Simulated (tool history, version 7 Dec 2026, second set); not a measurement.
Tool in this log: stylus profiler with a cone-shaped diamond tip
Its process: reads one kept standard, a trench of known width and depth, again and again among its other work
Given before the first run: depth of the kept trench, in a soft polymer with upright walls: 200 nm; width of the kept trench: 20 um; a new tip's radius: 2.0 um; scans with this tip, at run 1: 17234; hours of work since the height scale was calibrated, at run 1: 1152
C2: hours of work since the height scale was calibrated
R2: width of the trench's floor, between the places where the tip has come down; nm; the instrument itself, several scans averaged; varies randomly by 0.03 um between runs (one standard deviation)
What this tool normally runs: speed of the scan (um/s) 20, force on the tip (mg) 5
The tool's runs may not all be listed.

Run 1, hour 0: usual settings; scans with this tip 17234; C2 1152. Result: depth of the trench (Å) 2031, R2 17460 nm.
Run 2, hour 44.6: usual settings but force on the tip (mg) 13.65; scans with this tip 17552; C2 1174. Result: depth of the trench (Å) 2071.8, R2 17530 nm.
Run 3, hour 71.3: usual settings but force on the tip (mg) 13.65; scans with this tip 17741; C2 1186. Result: depth of the trench (Å) 2071.7, R2 17580 nm.
Run 4, hour 92.5: usual settings but force on the tip (mg) 2.46; scans with this tip 17892; C2 1196. Result: depth of the trench (Å) 2015.9, R2 17480 nm.
Run 5, hour 127.7: usual settings; scans with this tip 18143; C2 1213. Result: depth of the trench (Å) 2031.4, R2 17490 nm.
Run 6, hour 179.8: usual settings; scans with this tip 18514; C2 1238. Result: depth of the trench (Å) 2029.2, R2 17440 nm.
Run 7, hour 202.6: usual settings but speed of the scan (um/s) 16; scans with this tip 18676; C2 1249. Result: depth of the trench (Å) 2031.4, R2 17500 nm.
Run 8, hour 240.3: usual settings but speed of the scan (um/s) 16; scans with this tip 18944; C2 1267. Result: depth of the trench (Å) 2032.2, R2 17430 nm.
Run 9, hour 287: usual settings but force on the tip (mg) 7.3; scans with this tip 19277; C2 1289. Result: depth of the trench (Å) 2043.8, R2 17480 nm.
Run 10, hour 320.5: usual settings but force on the tip (mg) 7.3; scans with this tip 19516; C2 1305. Result: depth of the trench (Å) 2043.2, R2 17440 nm.
Run 11, hour 358.9: usual settings but force on the tip (mg) 7.3; scans with this tip 19789; C2 1323. Result: depth of the trench (Å) 2042.7, R2 17430 nm.
Run 12, hour 383: usual settings but force on the tip (mg) 9.3; scans with this tip 19961; C2 1335. Result: depth of the trench (Å) 2052.9, R2 17420 nm.
Run 13, hour 417.9: usual settings but force on the tip (mg) 5.43; scans with this tip 20209; C2 1351. Result: depth of the trench (Å) 2032.9, R2 17410 nm.
Run 14, hour 469.9: usual settings but force on the tip (mg) 5.43; scans with this tip 20579; C2 1376. Result: depth of the trench (Å) 2031.9, R2 17390 nm.
Run 15, hour 494: usual settings but force on the tip (mg) 5.43; scans with this tip 20750; C2 1388. Result: depth of the trench (Å) 2032.1, R2 17430 nm.
Run 16, hour 518: usual settings but speed of the scan (um/s) 14, force on the tip (mg) 2.12; scans with this tip 20921; C2 1399. Result: depth of the trench (Å) 2012.5, R2 17410 nm.
Run 17, hour 547.9: usual settings but speed of the scan (um/s) 54, force on the tip (mg) 3.69; scans with this tip 21134; C2 1413. Result: depth of the trench (Å) 2021, R2 17240 nm.

Forecast run 18:
Run 18, hour 591.7: usual settings but speed of the scan (um/s) 54, force on the tip (mg) 3.69; scans with this tip 21446; C2 1434. Result: depth of the trench (Å) ?, R2 ?.

{"run 18": {"depth of the trench (Å)": 2018.9, "R2": 17280}}
Take away the tool's hidden state, keep the run-to-run variation as it was, and the same run would have given depth of the trench (Å) 2031.7, R2 18070 nm.

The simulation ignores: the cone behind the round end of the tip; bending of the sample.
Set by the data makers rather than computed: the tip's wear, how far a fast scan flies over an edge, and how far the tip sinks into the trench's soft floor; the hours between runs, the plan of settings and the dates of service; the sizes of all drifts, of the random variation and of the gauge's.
